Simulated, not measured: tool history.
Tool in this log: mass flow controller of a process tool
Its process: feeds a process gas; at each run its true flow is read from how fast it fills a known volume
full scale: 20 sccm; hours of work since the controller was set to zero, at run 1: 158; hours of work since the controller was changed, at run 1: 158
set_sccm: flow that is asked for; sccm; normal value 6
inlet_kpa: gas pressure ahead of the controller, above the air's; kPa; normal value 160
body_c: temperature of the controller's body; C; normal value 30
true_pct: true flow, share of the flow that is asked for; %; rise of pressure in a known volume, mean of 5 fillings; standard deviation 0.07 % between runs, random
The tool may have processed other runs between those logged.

run,hour,set_sccm,inlet_kpa,body_c,hours of work since the controller was set to zero,hours of work since the controller was changed,true_pct
1,0.0,6,160,30,158,158,98.50
2,50.4,6,160,30,195,195,98.59
3,143.9,6,160,30,262,262,98.61
4,192.0,6,160,36,297,297,98.22
5,249.8,6,160,36,339,339,98.21
# hour 255.4: controller's zero set anew
6,340.7,6,160,36,62,404,98.10
7,382.1,6,160,36,91,434,98.08
8,424.0,6,160,36,122,464,97.94
9,476.6,6,160,36,160,502,98.02
10,525.6,6,171,36,195,538,97.99
11,622.8,6,171,36,265,608,97.98
12,701.3,7,241,36,322,664,98.04
# hour 739.0: controller's zero set anew, once more
13,785.7,7,241,36,34,725,98.74
14,845.9,11,250,31,77,769,99.31
15,911.9,11,155,31,125,816,99.31
16,957.5,11,155,31,158,849,99.43
17,1046.4,2,155,31,222,913,98.26
18,1119.2,4,155,26,275,966,98.82

Each row is a separate what-if for the run after 18, all from the same tool condition, not one after another. Results?
A,1199.5,3,225,30,333,1024,?
B,1199.5,3,146,36,333,1024,?
C,1199.5,16,147,22,333,1024,?

run,true_pct
A,98.38
B,98.27
C,100.12
Had the tool no hidden state, the same runs would have come out as:
run,true_pct
A,98.33
B,98.22
C,99.81
